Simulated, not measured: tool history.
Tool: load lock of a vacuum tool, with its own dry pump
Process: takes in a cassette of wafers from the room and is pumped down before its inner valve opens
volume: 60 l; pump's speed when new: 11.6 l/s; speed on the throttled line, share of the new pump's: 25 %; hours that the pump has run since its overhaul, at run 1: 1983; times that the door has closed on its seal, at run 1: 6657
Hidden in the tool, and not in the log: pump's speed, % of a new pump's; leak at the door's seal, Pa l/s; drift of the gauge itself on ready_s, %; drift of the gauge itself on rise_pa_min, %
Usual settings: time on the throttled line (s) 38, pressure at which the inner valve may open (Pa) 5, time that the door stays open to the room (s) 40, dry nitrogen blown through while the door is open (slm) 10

run    hour  time on the throttled line (s)  pressure at which the inner valve may open (Pa)  time that the door stays open to the room (s)  dry nitrogen blown through while the door is open (slm)  hours that the pump has run since its overhaul  times that the door has closed on its seal  incoming humidity of the room's air, %  time from the closed door until the inner valve may open (s)  rise of the pressure with all valves shut (Pa/min)
  1     0.0                              38                                                5                                             40                                                       10                                            1983                                        6657                                    42.5                                                          81.9                                               0.048
  2   107.9                              38                                                5                                             86                                                       10                                            2090                                        6904                                    47.2                                                          81.8                                               0.073
  3   253.1                              64                                                5                                             40                                                       10                                            2236                                        7237                                    43.5                                                         101.1                                               0.045
  4   408.1                              64                                                5                                             40                                                       10                                            2391                                        7592                                    45.8                                                         101.7                                               0.052
  5   559.0                              64                                                5                                             40                                                       10                                            2542                                        7937                                    42.7                                                         101.3                                               0.050
  6   643.2                              64                                                5                                             40                                                       10                                            2626                                        8130                                    45.7                                                         101.9                                               0.054
  7   760.6                              64                                                5                                             40                                                       10                                            2743                                        8399                                    43.8                                                         101.7                                               0.050
  8   880.9                              38                                                5                                             56                                                       10                                            2863                                        8675                                    46.0                                                          81.8                                               0.065
  9   968.9                              38                                                5                                             56                                                       10                                            2951                                        8876                                    47.7                                                          82.1                                               0.063
 10  1052.6                              38                                                5                                             56                                                       10                                            3035                                        9068                                    43.3                                                          82.9                                               0.062
 11  1188.3                              38                                                5                                             56                                                       10                                            3171                                        9379                                    45.1                                                          83.3                                               0.063
 12  1356.2                              38                                                5                                             56                                                       10                                            3339                                        9764                                    48.2                                                          83.4                                               0.069

3 ways to go on from here, each from the tool as it stands after run 12. What would each give?
  A  1445.3                              60                                                5                                            167                                                       10                                            3428                                        9968                                    45.9                                                             ?                                                   ?
  B  1445.3                              38                                                5                                             64                                                       10                                            3428                                        9968                                    44.4                                                             ?                                                   ?
  C  1445.3                              26                                               10                                             56                                                        9                                            3428                                        9968                                    47.1                                                             ?                                                   ?

run  time from the closed door until the inner valve may open (s)  rise of the pressure with all valves shut (Pa/min)
  A                                                          98.8                                               0.107
  B                                                          83.8                                               0.072
  C                                                          69.9                                               0.067
Without the tool's hidden state the same runs would have given:
run  time from the closed door until the inner valve may open (s)  rise of the pressure with all valves shut (Pa/min)
  A                                                          96.5                                               0.087
  B                                                          81.2                                               0.052
  C                                                          67.3                                               0.047
